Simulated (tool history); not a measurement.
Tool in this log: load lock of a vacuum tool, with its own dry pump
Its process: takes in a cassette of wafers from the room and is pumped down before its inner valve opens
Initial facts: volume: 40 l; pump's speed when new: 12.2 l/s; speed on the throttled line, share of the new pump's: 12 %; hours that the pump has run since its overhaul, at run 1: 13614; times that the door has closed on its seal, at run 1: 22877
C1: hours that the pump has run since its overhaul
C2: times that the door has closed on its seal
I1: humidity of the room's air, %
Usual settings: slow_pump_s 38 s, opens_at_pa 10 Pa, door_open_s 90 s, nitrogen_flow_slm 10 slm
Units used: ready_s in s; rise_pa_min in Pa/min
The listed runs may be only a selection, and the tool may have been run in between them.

run 1 hour=0 | slow_pump_s=38 opens_at_pa=10 door_open_s=90 nitrogen_flow_slm=10 | C1=13614 C2=22877 | I1=43.8 | ready_s=64.1 rise_pa_min=0.052
run 2 hour=255.9 | slow_pump_s=38 opens_at_pa=10 door_open_s=90 nitrogen_flow_slm=10 | C1=13870 C2=23883 | I1=41.3 | ready_s=64.1 rise_pa_min=0.053
run 3 hour=557.9 | slow_pump_s=38 opens_at_pa=8 door_open_s=90 nitrogen_flow_slm=10 | C1=14172 C2=25070 | I1=45.8 | ready_s=64.7 rise_pa_min=0.055
-- hour=806.3 dry pump taken out, an overhauled one fitted
run 4 hour=872.2 | slow_pump_s=38 opens_at_pa=8 door_open_s=90 nitrogen_flow_slm=10 | C1=66 C2=26282 | I1=44.1 | ready_s=64.9 rise_pa_min=0.056
run 5 hour=1206.9 | slow_pump_s=38 opens_at_pa=10 door_open_s=90 nitrogen_flow_slm=10 | C1=401 C2=27598 | I1=45.1 | ready_s=63.6 rise_pa_min=0.058
run 6 hour=1473.5 | slow_pump_s=38 opens_at_pa=10 door_open_s=90 nitrogen_flow_slm=10 | C1=667 C2=28646 | I1=46.4 | ready_s=64 rise_pa_min=0.057
run 7 hour=1827.2 | slow_pump_s=38 opens_at_pa=10 door_open_s=90 nitrogen_flow_slm=10 | C1=1021 C2=30036 | I1=44.2 | ready_s=64.4 rise_pa_min=0.061
run 8 hour=2216.7 | slow_pump_s=38 opens_at_pa=10 door_open_s=90 nitrogen_flow_slm=10 | C1=1410 C2=31568 | I1=45.8 | ready_s=63.8 rise_pa_min=0.057
run 9 hour=2553.3 | slow_pump_s=38 opens_at_pa=10 door_open_s=90 nitrogen_flow_slm=10 | C1=1747 C2=32891 | I1=47.2 | ready_s=63.8 rise_pa_min=0.057
run 10 hour=3010 | slow_pump_s=38 opens_at_pa=10 door_open_s=90 nitrogen_flow_slm=10 | C1=2204 C2=34686 | I1=42.2 | ready_s=63.7 rise_pa_min=0.051
run 11 hour=3438.4 | slow_pump_s=38 opens_at_pa=10 door_open_s=90 nitrogen_flow_slm=10 | C1=2632 C2=36370 | I1=45.9 | ready_s=63.8 rise_pa_min=0.06
run 12 hour=3711.8 | slow_pump_s=38 opens_at_pa=16 door_open_s=90 nitrogen_flow_slm=10 | C1=2905 C2=37445 | I1=43.8 | ready_s=62.6 rise_pa_min=0.061
run 13 hour=4107.7 | slow_pump_s=38 opens_at_pa=16 door_open_s=90 nitrogen_flow_slm=10 | C1=3301 C2=39001 | I1=43.5 | ready_s=62.1 rise_pa_min=0.059
-- hour=4321.2 door's seal changed, seat wiped
run 14 hour=4443.2 | slow_pump_s=38 opens_at_pa=16 door_open_s=90 nitrogen_flow_slm=10 | C1=3635 C2=480 | I1=43.8 | ready_s=62 rise_pa_min=0.057
run 15 hour=4755.6 | slow_pump_s=38 opens_at_pa=16 door_open_s=90 nitrogen_flow_slm=10 | C1=3948 C2=1708 | I1=45 | ready_s=62.6 rise_pa_min=0.054
run 16 hour=5092.6 | slow_pump_s=44 opens_at_pa=16 door_open_s=90 nitrogen_flow_slm=10 | C1=4285 C2=3033 | I1=41.1 | ready_s=67.4 rise_pa_min=0.061
run 17 hour=5301.2 | slow_pump_s=38 opens_at_pa=10 door_open_s=90 nitrogen_flow_slm=10 | C1=4493 C2=3853 | I1=44 | ready_s=63.8 rise_pa_min=0.052
run 18 hour=5733.9 | slow_pump_s=38 opens_at_pa=10 door_open_s=90 nitrogen_flow_slm=10 | C1=4926 C2=5554 | I1=42.8 | ready_s=63.7 rise_pa_min=0.054
run 19 hour=6061.8 | slow_pump_s=38 opens_at_pa=10 door_open_s=90 nitrogen_flow_slm=10 | C1=5254 C2=6843 | I1=45.6 | ready_s=63.8 rise_pa_min=0.056
run 20 hour=6372.7 | slow_pump_s=38 opens_at_pa=10 door_open_s=79 nitrogen_flow_slm=24 | C1=5565 C2=8065 | I1=40.9 | ready_s=64.1 rise_pa_min=0.032
run 21 hour=6811.8 | slow_pump_s=38 opens_at_pa=7 door_open_s=80 nitrogen_flow_slm=16 | C1=6004 C2=9791 | I1=43.2 | ready_s=65.5 rise_pa_min=0.039
run 22 hour=7213.3 | slow_pump_s=38 opens_at_pa=9 door_open_s=126 nitrogen_flow_slm=10 | C1=6405 C2=11370 | I1=43.3 | ready_s=64.2 rise_pa_min=0.069
run 23 hour=7411.7 | slow_pump_s=38 opens_at_pa=9 door_open_s=64 nitrogen_flow_slm=10 | C1=6604 C2=12150 | I1=45.4 | ready_s=64.1 rise_pa_min=0.053
run 24 hour=7602.2 | slow_pump_s=38 opens_at_pa=9 door_open_s=64 nitrogen_flow_slm=10 | C1=6794 C2=12898 | I1=44.8 | ready_s=64.1 rise_pa_min=0.045
run 25 hour=7913.8 | slow_pump_s=67 opens_at_pa=9 door_open_s=64 nitrogen_flow_slm=38 | C1=7106 C2=14124 | I1=43.2 | ready_s=90 rise_pa_min=0.019
run 26 hour=8150.5 | slow_pump_s=38 opens_at_pa=10 door_open_s=125 nitrogen_flow_slm=6 | C1=7343 C2=15054 | I1=46.7 | ready_s=64.1 rise_pa_min=0.095
run 27 hour=8468.4 | slow_pump_s=38 opens_at_pa=10 door_open_s=90 nitrogen_flow_slm=7 | C1=7661 C2=16304 | I1=45.9 | ready_s=64.1 rise_pa_min=0.064
run 28 hour=8756.4 | slow_pump_s=38 opens_at_pa=10 door_open_s=90 nitrogen_flow_slm=7 | C1=7949 C2=17436 | I1=46.1 | ready_s=64 rise_pa_min=0.062
run 29 hour=9047.4 | slow_pump_s=32 opens_at_pa=10 door_open_s=85 nitrogen_flow_slm=7 | C1=8240 C2=18580 | I1=45.3 | ready_s=58.8 rise_pa_min=0.063
run 30 hour=9376.4 | slow_pump_s=30 opens_at_pa=8 door_open_s=34 nitrogen_flow_slm=10 | C1=8569 C2=19874 | I1=43.3 | ready_s=57.8 rise_pa_min=0.025
run 31 hour=9626.4 | slow_pump_s=38 opens_at_pa=18 door_open_s=90 nitrogen_flow_slm=10 | C1=8819 C2=20856 | I1=46.5 | ready_s=62.1 rise_pa_min=0.058
run 32 hour=10015.4 | slow_pump_s=19 opens_at_pa=18 door_open_s=90 nitrogen_flow_slm=10 | C1=9208 C2=22385 | I1=43.5 | ready_s=44.9 rise_pa_min=0.046
run 33 hour=10292.4 | slow_pump_s=38 opens_at_pa=10 door_open_s=30 nitrogen_flow_slm=10 | C1=9485 C2=23475 | I1=46.2 | ready_s=63.6 rise_pa_min=0.032

Run 34, settings as shown, results not yet in. Your forecast:
run 34 hour=10574 | slow_pump_s=35 opens_at_pa=7 door_open_s=90 nitrogen_flow_slm=25 | C1=9766 C2=24582 | I1=44 | ready_s=? rise_pa_min=?

Run 34 gave ready_s 62.6 s, rise_pa_min 0.034 Pa/min.
Take away the tool's hidden state, keep the run-to-run variation as it was, and the same run would have given ready_s 62.6 s, rise_pa_min 0.033 Pa/min.
